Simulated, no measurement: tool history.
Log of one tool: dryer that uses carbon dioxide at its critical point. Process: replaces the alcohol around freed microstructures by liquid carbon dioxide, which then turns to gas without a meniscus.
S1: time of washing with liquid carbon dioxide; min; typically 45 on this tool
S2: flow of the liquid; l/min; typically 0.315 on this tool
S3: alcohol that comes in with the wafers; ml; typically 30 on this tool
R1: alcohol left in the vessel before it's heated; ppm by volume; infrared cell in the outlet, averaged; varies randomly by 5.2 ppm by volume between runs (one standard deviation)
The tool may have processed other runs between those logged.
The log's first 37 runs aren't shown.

run,hour,S1,S2,S3,R1
38,1270.4,28,0.370,30,400
39,1311.2,58,0.479,82,37
40,1359.4,37,0.315,55,663
41,1406.7,58,0.277,30,157
# hour 1444.0: inlet filter changed
42,1455.0,65,0.313,69,77
43,1491.4,45,0.445,57,91
44,1513.6,45,0.445,57,94
45,1541.6,35,0.445,48,165
46,1590.8,54,0.531,26,82
47,1614.4,55,0.528,35,78

Forecast each of these 3 alternatives for the next run:
A,1656.4,69,0.254,99,?
B,1656.4,45,0.463,30,?
C,1656.4,51,0.528,35,?

run,R1
A,323
B,99
C,93
Take away the tool's hidden state, keep each run's random variation, and the runs would have read:
run,R1
A,84
B,3
C,5

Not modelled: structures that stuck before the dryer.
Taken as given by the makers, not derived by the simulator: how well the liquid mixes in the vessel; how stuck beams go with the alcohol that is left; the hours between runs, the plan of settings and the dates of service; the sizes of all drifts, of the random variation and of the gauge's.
